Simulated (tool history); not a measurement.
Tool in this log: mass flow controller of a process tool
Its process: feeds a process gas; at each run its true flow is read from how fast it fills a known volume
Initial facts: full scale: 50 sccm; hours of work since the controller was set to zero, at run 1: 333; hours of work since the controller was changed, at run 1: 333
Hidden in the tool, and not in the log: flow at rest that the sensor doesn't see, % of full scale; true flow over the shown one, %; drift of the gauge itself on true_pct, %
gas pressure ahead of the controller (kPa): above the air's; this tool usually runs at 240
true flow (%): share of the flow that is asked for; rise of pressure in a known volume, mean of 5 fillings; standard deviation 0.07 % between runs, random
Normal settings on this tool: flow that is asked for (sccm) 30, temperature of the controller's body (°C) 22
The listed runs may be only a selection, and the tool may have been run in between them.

| run | hour | flow that is asked for (sccm) | gas pressure ahead of the controller (kPa) | temperature of the controller's body (°C) | hours of work since the controller was set to zero | hours of work since the controller was changed | true flow (%) |
|---|---|---|---|---|---|---|---|
| 1 | 0.0 | 30 | 240 | 22 | 333 | 333 | 99.13 |
| 2 | 77.0 | 30 | 240 | 22 | 367 | 367 | 99.14 |
| 3 | 123.9 | 30 | 193 | 22 | 388 | 388 | 99.00 |
| 4 | 203.2 | 30 | 240 | 22 | 423 | 423 | 98.89 |
| 5 | 282.3 | 30 | 240 | 22 | 458 | 458 | 98.91 |
| 6 | 358.9 | 30 | 240 | 35 | 492 | 492 | 100.21 |
| 7 | 396.0 | 30 | 240 | 35 | 508 | 508 | 100.20 |
| 8 | 439.3 | 30 | 240 | 22 | 527 | 527 | 98.69 |
| 9 | 485.4 | 30 | 240 | 22 | 548 | 548 | 98.49 |
| 10 | 538.3 | 30 | 240 | 22 | 571 | 571 | 98.57 |
| 11 | 579.9 | 30 | 240 | 22 | 589 | 589 | 98.50 |
| 12 | 655.4 | 30 | 240 | 22 | 623 | 623 | 98.43 |
| 13 | 708.9 | 30 | 240 | 22 | 646 | 646 | 98.30 |
| 14 | 752.9 | 30 | 240 | 22 | 666 | 666 | 98.29 |
| 15 | 809.3 | 30 | 240 | 22 | 691 | 691 | 98.25 |
| 16 | 866.6 | 37 | 240 | 22 | 716 | 716 | 98.15 |
| 17 | 901.8 | 30 | 240 | 39 | 732 | 732 | 100.13 |
| 18 | 973.5 | 30 | 240 | 39 | 763 | 763 | 100.01 |
| 19 | 1052.6 | 30 | 205 | 22 | 798 | 798 | 98.00 |
| 20 | 1131.4 | 30 | 205 | 22 | 833 | 833 | 97.82 |
| 21 | 1178.8 | 30 | 205 | 22 | 854 | 854 | 97.79 |
| 22 | 1221.3 | 30 | 205 | 22 | 873 | 873 | 97.76 |
| 23 | 1270.1 | 30 | 205 | 22 | 895 | 895 | 97.77 |
| 24 | 1352.9 | 30 | 204 | 22 | 931 | 931 | 97.57 |
| 25 | 1411.7 | 30 | 204 | 22 | 957 | 957 | 97.53 |
| 26 | 1454.9 | 6 | 246 | 22 | 976 | 976 | 96.94 |
| 27 | 1524.9 | 6 | 164 | 27 | 1007 | 1007 | 97.22 |
| 28 | 1570.9 | 13 | 203 | 21 | 1028 | 1028 | 96.79 |
| 29 | 1615.5 | 13 | 155 | 21 | 1047 | 1047 | 96.56 |
| 30 | 1690.5 | 13 | 155 | 21 | 1080 | 1080 | 96.66 |
| 31 | 1765.0 | 13 | 155 | 21 | 1113 | 1113 | 96.64 |
| 32 | 1801.9 | 30 | 184 | 21 | 1130 | 1130 | 96.97 |
|  | 1811.8 | gauge calibrated |
| 33 | 1842.7 | 10 | 240 | 23 | 1148 | 1148 | 98.78 |
| 34 | 1914.0 | 10 | 240 | 23 | 1179 | 1179 | 98.63 |
| 35 | 1996.8 | 10 | 240 | 23 | 1216 | 1216 | 98.51 |
| 36 | 2063.5 | 41 | 239 | 22 | 1245 | 1245 | 99.25 |
| 37 | 2112.9 | 30 | 241 | 23 | 1267 | 1267 | 98.83 |
| 38 | 2169.7 | 30 | 242 | 28 | 1292 | 1292 | 99.38 |
| 39 | 2214.8 | 39 | 240 | 36 | 1312 | 1312 | 100.47 |
| 40 | 2294.4 | 13 | 240 | 24 | 1347 | 1347 | 98.33 |
| 41 | 2373.6 | 13 | 208 | 30 | 1382 | 1382 | 98.84 |
| 42 | 2412.2 | 13 | 208 | 30 | 1400 | 1400 | 98.89 |
| 43 | 2452.4 | 13 | 208 | 30 | 1417 | 1417 | 98.77 |
| 44 | 2504.1 | 13 | 271 | 27 | 1440 | 1440 | 98.53 |
| 45 | 2580.6 | 9 | 226 | 20 | 1474 | 1474 | 97.53 |
| 46 | 2626.1 | 9 | 226 | 20 | 1494 | 1494 | 97.41 |
| 47 | 2676.2 | 8 | 240 | 22 | 1516 | 1516 | 97.57 |
| 48 | 2746.0 | 8 | 240 | 22 | 1547 | 1547 | 97.55 |

5 ways to go on from here, each from the tool as it stands after run 48. What would each give?
| A | 2822.4 | 14 | 188 | 24 | 1581 | 1581 | ? |
| B | 2822.4 | 8 | 228 | 34 | 1581 | 1581 | ? |
| C | 2822.4 | 8 | 240 | 25 | 1581 | 1581 | ? |
| D | 2822.4 | 30 | 262 | 22 | 1581 | 1581 | ? |
| E | 2822.4 | 38 | 240 | 22 | 1581 | 1581 | ? |

| run | true flow (%) |
|---|---|
| A | 97.71 |
| B | 98.68 |
| C | 97.69 |
| D | 98.03 |
| E | 98.31 |
With no hidden state in the tool, these same runs would have given:
| run | true flow (%) |
|---|---|
| A | 98.85 |
| B | 99.84 |
| C | 98.83 |
| D | 99.17 |
| E | 99.45 |
